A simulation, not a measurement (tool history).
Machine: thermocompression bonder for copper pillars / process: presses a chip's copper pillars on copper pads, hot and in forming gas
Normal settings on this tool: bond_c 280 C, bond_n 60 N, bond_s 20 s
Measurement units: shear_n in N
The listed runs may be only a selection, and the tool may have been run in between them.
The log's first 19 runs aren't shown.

run	hour	bond_c	bond_n	bond_s	shear_n
20	129.3	298	60	20	63.9
21	133.9	289	52	12	42.4
22	138.9	289	52	12	43.0
23	144.2	273	60	20	45.8
24	149.7	297	37	20	45.2
25	155.1	260	45	12	23.4
26	158.8	297	57	16	56.3
27	167.4	284	86	22	70.3
28	171.9	276	83	26	64.7
29	177.7	280	89	20	64.4
30	186.5	280	89	20	65.9
31	194.5	280	59	35	59.9

What does the tool deliver on the next run?
32	202.7	280	72	31	?

shear_n: 65.6 N
If the tool had no hidden condition, the same run with the same run-to-run variation would have returned shear_n 65.8 N.

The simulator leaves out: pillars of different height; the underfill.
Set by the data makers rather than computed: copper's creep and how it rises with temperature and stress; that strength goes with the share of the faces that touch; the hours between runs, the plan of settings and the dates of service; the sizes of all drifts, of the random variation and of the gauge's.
